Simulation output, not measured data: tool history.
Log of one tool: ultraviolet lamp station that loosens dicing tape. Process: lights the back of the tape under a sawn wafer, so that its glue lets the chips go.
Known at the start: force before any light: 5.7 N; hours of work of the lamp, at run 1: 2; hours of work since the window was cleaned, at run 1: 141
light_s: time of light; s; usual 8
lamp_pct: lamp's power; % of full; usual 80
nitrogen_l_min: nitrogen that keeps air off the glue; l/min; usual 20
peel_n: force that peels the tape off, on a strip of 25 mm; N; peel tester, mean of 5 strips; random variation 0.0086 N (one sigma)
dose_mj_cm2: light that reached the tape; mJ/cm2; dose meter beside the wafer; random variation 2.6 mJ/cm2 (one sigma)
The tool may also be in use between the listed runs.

run	hour	light_s	lamp_pct	nitrogen_l_min	hours of work of the lamp	hours of work since the window was cleaned	peel_n	dose_mj_cm2
1	0	8	80	20	2	141	0.352	338
2	46.9	8	80	17	31	170	0.376	338
3	83.5	8	80	20	53	192	0.361	339
4	115	8	80	9	73	211	0.498	336
5	147.5	8	79	20	92	231	0.351	333
6	181.5	8	80	6	113	252	0.616	342
7	245.6	8	80	20	152	291	0.331	338
8	299.7	8	80	20	185	324	0.346	340
9	354.2	8	80	20	219	357	0.334	339
10	394.5	8	80	20	243	382	0.362	341
# hour 420.1: window cleaned of glue's vapour
11	432.2	14	80	20	266	7	0.134	585
12	464.6	14	80	20	286	27	0.128	597
13	529.2	14	80	20	325	67	0.14	589
14	572.9	14	80	20	352	93	0.136	596
15	625.9	14	80	20	384	126	0.135	589
16	666.4	8	80	20	409	150	0.349	336
17	696.5	8	76	20	427	169	0.411	316
18	741.3	8	76	20	455	196	0.375	318
19	795.6	8	76	20	488	229	0.38	320
20	843.9	8	80	11	518	259	0.434	338
21	889.8	8	80	11	546	287	0.45	335
22	924.3	15	80	20	567	308	0.136	634
23	980	9	86	7	601	342	0.349	414
24	1043.3	8	80	36	639	381	0.283	338
# hour 1072.6: window cleaned of glue's vapour
25	1108.4	5	60	15	679	22	1.491	161
26	1144.1	4	96	20	701	44	0.973	202
27	1209.1	8	68	24	740	83	0.47	288
28	1251	8	68	24	766	109	0.468	286
29	1283.1	8	80	36	786	129	0.272	338
30	1327.5	8	63	36	813	156	0.485	266
31	1382.9	8	63	36	847	190	0.491	266
32	1413.3	8	63	36	865	208	0.476	269
33	1452.8	8	63	36	889	232	0.466	263
34	1481.6	6	80	20	907	250	0.61	254
35	1549.7	8	97	12	948	292	0.282	409
36	1594.6	4	84	37	976	319	0.979	176
37	1634.6	8	84	20	1000	343	0.307	354
38	1675.3	7	94	18	1025	368	0.349	345
# hour 1721.8: window cleaned of glue's vapour
39	1732.8	7	94	18	1060	7	0.349	352
40	1796.6	7	94	18	1099	46	0.323	351
41	1838.7	6	77	6	1125	71	1.086	243

Forecast each of these 3 alternatives for the next run:
A	1874	7	65	9	1146	93	?	?
B	1874	8	93	22	1146	93	?	?
C	1874	8	80	20	1146	93	?	?

run	peel_n	dose_mj_cm2
A	0.951	241
B	0.239	389
C	0.348	333
Without the tool's hidden state the same runs would have given:
run	peel_n	dose_mj_cm2
A	0.949	241
B	0.239	389
C	0.347	333
